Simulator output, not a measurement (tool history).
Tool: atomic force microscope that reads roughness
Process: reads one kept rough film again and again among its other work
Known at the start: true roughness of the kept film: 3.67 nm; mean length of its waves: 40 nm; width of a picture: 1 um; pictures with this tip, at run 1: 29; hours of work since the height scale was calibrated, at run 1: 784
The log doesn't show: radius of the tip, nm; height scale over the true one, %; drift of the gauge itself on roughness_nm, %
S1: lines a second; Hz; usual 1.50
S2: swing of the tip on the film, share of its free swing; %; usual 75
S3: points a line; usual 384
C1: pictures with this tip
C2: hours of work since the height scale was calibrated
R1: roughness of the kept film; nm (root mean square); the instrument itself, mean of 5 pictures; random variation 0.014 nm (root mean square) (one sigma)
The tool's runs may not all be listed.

run	hour	S1	S2	S3	C1	C2	R1
1	0.0	1.50	75	384	29	784	3.200
2	19.2	1.50	75	384	51	797	3.211
3	56.6	1.50	75	949	95	821	3.188
4	75.4	1.50	75	384	117	833	3.143
5	103.6	1.50	75	384	151	851	3.117
6	124.2	1.50	75	384	175	864	3.103
7	147.0	1.50	83	384	202	879	3.001
8	171.0	1.61	75	384	230	894	3.051
9	190.0	1.61	75	384	252	906	3.059
10	212.2	1.50	83	384	278	920	2.909
11	244.0	1.50	75	384	316	941	3.016
12	266.2	1.50	55	384	342	955	3.183
13	286.0	1.50	55	384	365	968	3.159
# hour 290.0: new tip fitted
14	319.5	1.50	55	384	35	989	3.391
15	345.0	1.50	55	384	65	1005	3.355
16	379.1	1.50	67	384	105	1027	3.259
17	416.3	3.69	75	384	149	1051	2.810
18	434.8	1.50	75	384	171	1063	3.090
19	455.4	1.50	75	384	195	1076	3.092
20	474.0	1.50	75	384	217	1088	3.089
21	507.6	1.50	75	384	257	1109	3.056
22	531.5	1.50	57	384	285	1125	3.193
23	549.5	1.50	57	697	306	1136	3.201
24	584.2	0.52	75	384	347	1158	3.153
# hour 602.3: new tip fitted
25	602.3	0.52	75	384	0	1170	3.433
26	625.5	0.77	75	523	28	1184	3.351
27	642.2	0.77	75	523	47	1195	3.333
28	658.9	1.13	75	808	67	1206	3.286
29	678.5	1.13	75	808	90	1218	3.268
30	699.8	1.50	75	1018	115	1232	3.169
31	719.0	0.69	70	257	138	1244	3.310
32	751.4	1.50	65	384	176	1265	3.220
33	770.3	2.24	90	482	198	1277	2.672
34	803.2	1.73	90	757	237	1298	2.782
35	826.1	0.91	75	269	264	1313	3.135
36	856.5	0.91	75	269	300	1332	3.107
37	875.2	0.94	75	269	322	1344	3.122
38	910.8	1.91	75	384	364	1367	2.913
# hour 915.4: new tip fitted
39	928.7	1.91	75	384	16	1378	3.155
40	961.0	3.04	68	384	54	1399	3.110
41	996.6	3.43	87	606	96	1422	2.548
42	1028.7	2.97	74	313	134	1442	2.935
43	1060.4	2.97	74	271	171	1463	2.891
44	1076.8	0.55	87	470	190	1473	3.200
45	1093.3	0.89	75	596	210	1484	3.213
46	1113.8	0.89	75	596	234	1497	3.173
47	1132.9	1.50	70	472	256	1509	3.138
48	1154.2	1.50	70	472	282	1523	3.079
49	1172.3	2.28	69	533	303	1534	3.013

5 ways to go on from here, each from the tool as it stands after run 49. What would each give?
A	1194.4	0.73	56	384	329	1549	?
B	1194.4	0.60	77	296	329	1549	?
C	1194.4	2.28	77	518	329	1549	?
D	1194.4	1.50	75	518	329	1549	?
E	1194.4	2.28	69	265	329	1549	?

run	R1
A	3.221
B	3.146
C	2.858
D	3.011
E	2.984
Without the tool's hidden state the same runs would have given:
run	R1
A	3.452
B	3.370
C	3.062
D	3.227
E	3.198
